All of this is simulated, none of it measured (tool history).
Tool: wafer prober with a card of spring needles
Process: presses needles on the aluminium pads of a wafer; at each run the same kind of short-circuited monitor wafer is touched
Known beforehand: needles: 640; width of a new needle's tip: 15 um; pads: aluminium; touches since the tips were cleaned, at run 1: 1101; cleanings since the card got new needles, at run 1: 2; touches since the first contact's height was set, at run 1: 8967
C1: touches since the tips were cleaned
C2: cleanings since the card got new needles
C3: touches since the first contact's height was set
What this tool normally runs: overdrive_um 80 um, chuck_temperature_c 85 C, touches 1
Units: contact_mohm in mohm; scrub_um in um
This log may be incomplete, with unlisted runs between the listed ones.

{"run": 1, "hour": 0.0, "overdrive_um": 80, "chuck_temperature_c": 85, "touches": 1, "C1": 1101, "C2": 2, "C3": 8967, "contact_mohm": 264, "scrub_um": 11.72}
{"hour": 5.9, "done": "tips cleaned on abrasive film"}
{"run": 2, "hour": 9.9, "overdrive_um": 80, "chuck_temperature_c": 85, "touches": 1, "C1": 1572, "C2": 3, "C3": 12788, "contact_mohm": 273, "scrub_um": 11.42}
{"hour": 14.5, "done": "tips cleaned on abrasive film"}
{"run": 3, "hour": 16.6, "overdrive_um": 80, "chuck_temperature_c": 85, "touches": 1, "C1": 806, "C2": 4, "C3": 15341, "contact_mohm": 258, "scrub_um": 11.61}
{"hour": 23.3, "done": "tips cleaned on abrasive film"}
{"run": 4, "hour": 23.4, "overdrive_um": 76, "chuck_temperature_c": 85, "touches": 1, "C1": 26, "C2": 5, "C3": 17919, "contact_mohm": 244, "scrub_um": 10.94}
{"run": 5, "hour": 28.3, "overdrive_um": 76, "chuck_temperature_c": 85, "touches": 1, "C1": 1933, "C2": 5, "C3": 19826, "contact_mohm": 279, "scrub_um": 11.17}
{"hour": 32.0, "done": "tips cleaned on abrasive film"}
{"run": 6, "hour": 38.4, "overdrive_um": 76, "chuck_temperature_c": 85, "touches": 1, "C1": 2500, "C2": 6, "C3": 23726, "contact_mohm": 278, "scrub_um": 10.89}
{"hour": 40.4, "done": "tips cleaned on abrasive film"}
{"run": 7, "hour": 44.8, "overdrive_um": 80, "chuck_temperature_c": 79, "touches": 1, "C1": 1711, "C2": 7, "C3": 26161, "contact_mohm": 269, "scrub_um": 11.42}
{"hour": 48.7, "done": "tips cleaned on abrasive film"}
{"run": 8, "hour": 49.3, "overdrive_um": 80, "chuck_temperature_c": 79, "touches": 1, "C1": 239, "C2": 8, "C3": 27878, "contact_mohm": 246, "scrub_um": 11.48}
{"hour": 57.5, "done": "tips cleaned on abrasive film"}
{"run": 9, "hour": 59.1, "overdrive_um": 80, "chuck_temperature_c": 79, "touches": 1, "C1": 614, "C2": 9, "C3": 31634, "contact_mohm": 261, "scrub_um": 11.56}
{"hour": 66.0, "done": "tips cleaned on abrasive film"}
{"run": 10, "hour": 68.2, "overdrive_um": 80, "chuck_temperature_c": 79, "touches": 1, "C1": 855, "C2": 10, "C3": 35127, "contact_mohm": 262, "scrub_um": 11.39}
{"hour": 74.4, "done": "tips cleaned on abrasive film"}
{"run": 11, "hour": 77.3, "overdrive_um": 60, "chuck_temperature_c": 85, "touches": 1, "C1": 1125, "C2": 11, "C3": 38609, "contact_mohm": 281, "scrub_um": 8.6}
{"hour": 82.8, "done": "tips cleaned on abrasive film"}
{"run": 12, "hour": 85.8, "overdrive_um": 60, "chuck_temperature_c": 85, "touches": 1, "C1": 1197, "C2": 12, "C3": 41896, "contact_mohm": 283, "scrub_um": 8.43}
{"hour": 91.2, "done": "tips cleaned on abrasive film"}
{"run": 13, "hour": 91.7, "overdrive_um": 80, "chuck_temperature_c": 85, "touches": 2, "C1": 208, "C2": 13, "C3": 44128, "contact_mohm": 248, "scrub_um": 11.41}
{"hour": 99.8, "done": "tips cleaned on abrasive film"}
{"run": 14, "hour": 102.2, "overdrive_um": 80, "chuck_temperature_c": 85, "touches": 1, "C1": 930, "C2": 14, "C3": 48179, "contact_mohm": 266, "scrub_um": 11.28}
{"hour": 108.5, "done": "tips cleaned on abrasive film"}
{"run": 15, "hour": 111.0, "overdrive_um": 80, "chuck_temperature_c": 85, "touches": 1, "C1": 964, "C2": 15, "C3": 51523, "contact_mohm": 263, "scrub_um": 11.47}
{"hour": 117.1, "done": "tips cleaned on abrasive film"}
{"run": 16, "hour": 118.8, "overdrive_um": 80, "chuck_temperature_c": 85, "touches": 1, "C1": 652, "C2": 16, "C3": 54510, "contact_mohm": 254, "scrub_um": 11.61}
{"hour": 125.5, "done": "tips cleaned on abrasive film"}
{"run": 17, "hour": 126.8, "overdrive_um": 80, "chuck_temperature_c": 85, "touches": 1, "C1": 497, "C2": 17, "C3": 57592, "contact_mohm": 254, "scrub_um": 11.41}
{"hour": 134.0, "done": "tips cleaned on abrasive film"}
{"run": 18, "hour": 134.3, "overdrive_um": 80, "chuck_temperature_c": 85, "touches": 1, "C1": 126, "C2": 18, "C3": 60460, "contact_mohm": 247, "scrub_um": 11.34}
{"hour": 142.4, "done": "tips cleaned on abrasive film"}
{"run": 19, "hour": 143.4, "overdrive_um": 65, "chuck_temperature_c": 32, "touches": 2, "C1": 405, "C2": 19, "C3": 63960, "contact_mohm": 243, "scrub_um": 9.22}
{"hour": 151.2, "done": "tips cleaned on abrasive film"}
{"run": 20, "hour": 151.5, "overdrive_um": 62, "chuck_temperature_c": 39, "touches": 1, "C1": 153, "C2": 20, "C3": 67082, "contact_mohm": 246, "scrub_um": 8.89}
{"run": 21, "hour": 159.0, "overdrive_um": 62, "chuck_temperature_c": 39, "touches": 1, "C1": 3044, "C2": 20, "C3": 69973, "contact_mohm": 293, "scrub_um": 8.68}
{"hour": 159.9, "done": "tips cleaned on abrasive film"}
{"run": 22, "hour": 164.9, "overdrive_um": 62, "chuck_temperature_c": 39, "touches": 1, "C1": 1957, "C2": 21, "C3": 72224, "contact_mohm": 283, "scrub_um": 8.84}
{"hour": 168.6, "done": "tips cleaned on abrasive film"}
{"run": 23, "hour": 169.6, "overdrive_um": 80, "chuck_temperature_c": 26, "touches": 2, "C1": 397, "C2": 22, "C3": 74014, "contact_mohm": 235, "scrub_um": 11.14}
{"run": 24, "hour": 174.6, "overdrive_um": 91, "chuck_temperature_c": 62, "touches": 1, "C1": 2333, "C2": 22, "C3": 75950, "contact_mohm": 263, "scrub_um": 12.91}
{"hour": 177.3, "done": "tips cleaned on abrasive film"}
{"run": 25, "hour": 181.0, "overdrive_um": 80, "chuck_temperature_c": 52, "touches": 3, "C1": 1436, "C2": 23, "C3": 78410, "contact_mohm": 243, "scrub_um": 11.5}
{"hour": 186.3, "done": "tips cleaned on abrasive film"}
{"run": 26, "hour": 187.8, "overdrive_um": 65, "chuck_temperature_c": 52, "touches": 3, "C1": 603, "C2": 24, "C3": 81005, "contact_mohm": 242, "scrub_um": 9.21}
{"hour": 195.1, "done": "tips cleaned on abrasive film"}
{"run": 27, "hour": 196.0, "overdrive_um": 65, "chuck_temperature_c": 52, "touches": 3, "C1": 376, "C2": 25, "C3": 84154, "contact_mohm": 242, "scrub_um": 9.06}
{"run": 28, "hour": 201.1, "overdrive_um": 80, "chuck_temperature_c": 85, "touches": 2, "C1": 2354, "C2": 25, "C3": 86132, "contact_mohm": 262, "scrub_um": 11.31}
{"hour": 203.6, "done": "tips cleaned on abrasive film"}
{"run": 29, "hour": 210.3, "overdrive_um": 80, "chuck_temperature_c": 85, "touches": 1, "C1": 2590, "C2": 26, "C3": 89648, "contact_mohm": 279, "scrub_um": 11.23}
{"hour": 212.0, "done": "tips cleaned on abrasive film"}
{"run": 30, "hour": 217.7, "overdrive_um": 76, "chuck_temperature_c": 123, "touches": 1, "C1": 2204, "C2": 27, "C3": 92475, "contact_mohm": 289, "scrub_um": 10.64}
{"hour": 220.9, "done": "tips cleaned on abrasive film"}
{"run": 31, "hour": 227.1, "overdrive_um": 86, "chuck_temperature_c": 80, "touches": 1, "C1": 2396, "C2": 28, "C3": 96086, "contact_mohm": 274, "scrub_um": 12.27}
{"hour": 229.3, "done": "tips cleaned on abrasive film"}
{"run": 32, "hour": 233.5, "overdrive_um": 75, "chuck_temperature_c": 26, "touches": 2, "C1": 1649, "C2": 29, "C3": 98539, "contact_mohm": 254, "scrub_um": 10.5}

Below, some changes in contact_mohm between adjacent runs. For each, the amount present without the hidden state too (settings, incoming material, random variation) and the amount remaining for the hidden state with gauge scatter not shared by both compared results:
The hidden state here: debris on the tips, nm; way that the needles fall short of the set height, um; tips' diameter, um; drift of the gauge itself on contact_mohm, %; drift of the gauge itself on scrub_um, %.
Run 4 -> 5: no setting touched and nothing written in the log between the runs. contact_mohm +35 mohm: hidden state +30, all else +5.
Run 12 -> 13: overdrive_um 60 -> 80, touches 1 -> 2, tips cleaned on abrasive film. contact_mohm -35 mohm: hidden state -33, all else -2.
Run 20 -> 21: no setting touched and nothing written in the log between the runs. contact_mohm +47 mohm: hidden state +49, all else -2.
Run 22 -> 23: overdrive_um 62 -> 80, chuck_temperature_c 39 -> 26, touches 1 -> 2, tips cleaned on abrasive film. contact_mohm -48 mohm: hidden state -41, all else -7.
